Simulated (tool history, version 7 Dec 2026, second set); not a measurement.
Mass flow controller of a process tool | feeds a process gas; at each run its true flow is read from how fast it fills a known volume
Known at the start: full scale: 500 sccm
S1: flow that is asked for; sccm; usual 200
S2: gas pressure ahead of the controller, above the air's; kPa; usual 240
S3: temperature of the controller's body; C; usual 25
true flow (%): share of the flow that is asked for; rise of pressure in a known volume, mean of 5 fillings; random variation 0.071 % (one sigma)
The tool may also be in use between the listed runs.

{"run": 1, "hour": 0.0, "S1": 200, "S2": 240, "S3": 25, "true flow (%)": 99.58}
{"run": 2, "hour": 401.8, "S1": 200, "S2": 240, "S3": 25, "true flow (%)": 99.73}
{"run": 3, "hour": 670.4, "S1": 200, "S2": 160, "S3": 25, "true flow (%)": 100.14}
{"run": 4, "hour": 1008.6, "S1": 200, "S2": 160, "S3": 25, "true flow (%)": 100.37}
{"run": 5, "hour": 1367.3, "S1": 200, "S2": 240, "S3": 33, "true flow (%)": 100.19}
{"run": 6, "hour": 1797.9, "S1": 200, "S2": 240, "S3": 25, "true flow (%)": 100.61}
{"run": 7, "hour": 2010.3, "S1": 200, "S2": 240, "S3": 33, "true flow (%)": 100.44}
{"run": 8, "hour": 2246.6, "S1": 200, "S2": 192, "S3": 33, "true flow (%)": 100.67}
{"run": 9, "hour": 2550.3, "S1": 88, "S2": 192, "S3": 33, "true flow (%)": 100.89}
{"run": 10, "hour": 2803.0, "S1": 88, "S2": 192, "S3": 32, "true flow (%)": 101.04}
{"run": 11, "hour": 3154.9, "S1": 88, "S2": 192, "S3": 36, "true flow (%)": 101.09}
{"run": 12, "hour": 3365.2, "S1": 88, "S2": 192, "S3": 36, "true flow (%)": 101.31}
{"run": 13, "hour": 3658.6, "S1": 200, "S2": 240, "S3": 25, "true flow (%)": 101.83}
{"run": 14, "hour": 4068.5, "S1": 200, "S2": 240, "S3": 25, "true flow (%)": 101.98}
{"run": 15, "hour": 4319.9, "S1": 200, "S2": 240, "S3": 25, "true flow (%)": 102.14}
{"run": 16, "hour": 4499.4, "S1": 200, "S2": 240, "S3": 25, "true flow (%)": 102.21}
{"hour": 4636.0, "done": "gauge calibrated"}
{"run": 17, "hour": 4914.3, "S1": 200, "S2": 240, "S3": 25, "true flow (%)": 99.67}
{"run": 18, "hour": 5219.0, "S1": 200, "S2": 240, "S3": 35, "true flow (%)": 99.57}
{"run": 19, "hour": 5633.5, "S1": 200, "S2": 240, "S3": 35, "true flow (%)": 99.92}
{"run": 20, "hour": 5978.8, "S1": 200, "S2": 240, "S3": 35, "true flow (%)": 100.12}
{"run": 21, "hour": 6398.9, "S1": 200, "S2": 240, "S3": 35, "true flow (%)": 100.34}
{"run": 22, "hour": 6595.7, "S1": 66, "S2": 240, "S3": 25, "true flow (%)": 100.7}
{"run": 23, "hour": 6848.5, "S1": 66, "S2": 240, "S3": 25, "true flow (%)": 100.76}
{"run": 24, "hour": 7071.7, "S1": 66, "S2": 240, "S3": 25, "true flow (%)": 100.84}
{"run": 25, "hour": 7330.4, "S1": 66, "S2": 240, "S3": 25, "true flow (%)": 101.06}
{"run": 26, "hour": 7541.0, "S1": 184, "S2": 142, "S3": 25, "true flow (%)": 101.61}
{"run": 27, "hour": 7784.2, "S1": 185, "S2": 217, "S3": 24, "true flow (%)": 101.5}
{"run": 28, "hour": 7995.5, "S1": 126, "S2": 147, "S3": 24, "true flow (%)": 101.94}
{"hour": 8198.1, "done": "gauge calibrated"}
{"run": 29, "hour": 8313.6, "S1": 167, "S2": 141, "S3": 30, "true flow (%)": 99.73}
{"run": 30, "hour": 8734.2, "S1": 167, "S2": 141, "S3": 30, "true flow (%)": 99.99}
{"run": 31, "hour": 9090.4, "S1": 167, "S2": 141, "S3": 30, "true flow (%)": 100.13}
{"run": 32, "hour": 9431.7, "S1": 167, "S2": 141, "S3": 30, "true flow (%)": 100.24}
{"run": 33, "hour": 9664.9, "S1": 72, "S2": 141, "S3": 30, "true flow (%)": 100.33}
{"run": 34, "hour": 9921.9, "S1": 72, "S2": 141, "S3": 30, "true flow (%)": 100.37}
{"run": 35, "hour": 10282.9, "S1": 72, "S2": 141, "S3": 30, "true flow (%)": 100.79}
{"run": 36, "hour": 10604.8, "S1": 371, "S2": 240, "S3": 26, "true flow (%)": 101.19}
{"run": 37, "hour": 10962.4, "S1": 371, "S2": 240, "S3": 26, "true flow (%)": 101.34}
{"run": 38, "hour": 11194.6, "S1": 75, "S2": 240, "S3": 25, "true flow (%)": 101.11}
{"run": 39, "hour": 11475.1, "S1": 75, "S2": 277, "S3": 23, "true flow (%)": 101.38}
{"run": 40, "hour": 11792.1, "S1": 437, "S2": 240, "S3": 27, "true flow (%)": 101.75}
{"run": 41, "hour": 11966.2, "S1": 437, "S2": 240, "S3": 27, "true flow (%)": 102.04}
{"hour": 11991.0, "done": "controller's zero set anew"}
{"run": 42, "hour": 12208.1, "S1": 221, "S2": 279, "S3": 20, "true flow (%)": 102.17}
{"run": 43, "hour": 12410.1, "S1": 82, "S2": 264, "S3": 31, "true flow (%)": 101.66}
{"run": 44, "hour": 12743.2, "S1": 353, "S2": 267, "S3": 28, "true flow (%)": 102.34}
{"run": 45, "hour": 13107.2, "S1": 381, "S2": 228, "S3": 29, "true flow (%)": 102.74}
{"run": 46, "hour": 13491.2, "S1": 381, "S2": 228, "S3": 29, "true flow (%)": 102.9}
{"run": 47, "hour": 13735.1, "S1": 218, "S2": 207, "S3": 27, "true flow (%)": 102.88}

5 ways to go on from here, each from the tool as it stands after run 47. What would each give?
{"run": "A", "hour": 14150.8, "S1": 200, "S2": 235, "S3": 22, "true flow (%)": "?"}
{"run": "B", "hour": 14150.8, "S1": 218, "S2": 207, "S3": 22, "true flow (%)": "?"}
{"run": "C", "hour": 14150.8, "S1": 200, "S2": 254, "S3": 25, "true flow (%)": "?"}
{"run": "D", "hour": 14150.8, "S1": 176, "S2": 188, "S3": 39, "true flow (%)": "?"}
{"run": "E", "hour": 14150.8, "S1": 218, "S2": 165, "S3": 29, "true flow (%)": "?"}

run=A true_flow_(%)=103.28
run=B true_flow_(%)=103.61
run=C true_flow_(%)=103.18
run=D true_flow_(%)=102.82
run=E true_flow_(%)=103.38
Without the tool's hidden state the same runs would have given:
run=A true_flow_(%)=99.62
run=B true_flow_(%)=99.95
run=C true_flow_(%)=99.53
run=D true_flow_(%)=99.19
run=E true_flow_(%)=99.73
